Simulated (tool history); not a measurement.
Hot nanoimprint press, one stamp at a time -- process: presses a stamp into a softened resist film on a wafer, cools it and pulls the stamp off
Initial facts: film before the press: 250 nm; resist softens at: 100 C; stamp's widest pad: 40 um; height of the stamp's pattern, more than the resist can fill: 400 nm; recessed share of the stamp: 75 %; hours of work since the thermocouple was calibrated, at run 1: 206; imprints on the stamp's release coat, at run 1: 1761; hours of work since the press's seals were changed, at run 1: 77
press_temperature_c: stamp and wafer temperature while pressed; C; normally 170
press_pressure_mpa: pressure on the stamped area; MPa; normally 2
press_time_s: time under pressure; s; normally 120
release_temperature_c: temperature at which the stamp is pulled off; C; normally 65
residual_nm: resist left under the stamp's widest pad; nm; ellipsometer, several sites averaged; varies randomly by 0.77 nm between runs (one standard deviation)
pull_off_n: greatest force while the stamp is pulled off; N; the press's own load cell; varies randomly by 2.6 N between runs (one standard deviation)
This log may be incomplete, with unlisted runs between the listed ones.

run,hour,press_temperature_c,press_pressure_mpa,press_time_s,release_temperature_c,hours of work since the thermocouple was calibrated,imprints on the stamp's release coat,hours of work since the press's seals were changed,residual_nm,pull_off_n
1,0,170,2,120,65,206,1761,77,97.9,123
2,8.1,170,2,120,65,210,1786,81,97.1,123
3,17.5,170,2.73,120,65,214,1815,85,83.4,120
# hour 25.7: stamp cleaned and given a new release coat
4,33.1,170,2.73,120,65,219,23,89,84.6,125
5,42.1,170,2,120,63,223,51,93,98.3,131
6,50.5,170,2,120,63,227,77,97,97.4,125
7,57.6,170,2,120,63,230,98,101,97.2,126
8,63.3,170,2,120,53,233,116,103,96.7,150
9,68.6,170,2,120,62,235,132,106,96.1,128
10,75.8,170,2,120,62,238,154,109,98.4,126
11,83.4,170,2,120,62,242,177,112,98.3,124
12,88.6,170,2,120,65,244,193,115,97.8,122
13,94.3,170,2,120,65,247,211,117,98.8,123
14,101.8,170,2,120,65,250,234,121,97.5,123
15,107.7,170,2,120,65,253,252,124,98.2,126
16,117,170,2,188,63,257,280,128,81.2,129
17,127,162,2,132,63,262,311,133,126.1,125
18,136,170,2.74,120,60,266,339,137,82.8,131
19,144.6,170,2.74,120,56,270,365,141,82.9,143
20,151.2,170,2.74,120,56,273,385,144,83.9,142

What does the tool deliver on the next run?
21,157.8,170,2.74,120,56,276,405,147,?,?

residual_nm: 83.8 nm
pull_off_n: 143 N
With the hidden condition absent and the run-to-run variation left alone, this run would have shown residual_nm 83.7 nm, pull_off_n 143 N.

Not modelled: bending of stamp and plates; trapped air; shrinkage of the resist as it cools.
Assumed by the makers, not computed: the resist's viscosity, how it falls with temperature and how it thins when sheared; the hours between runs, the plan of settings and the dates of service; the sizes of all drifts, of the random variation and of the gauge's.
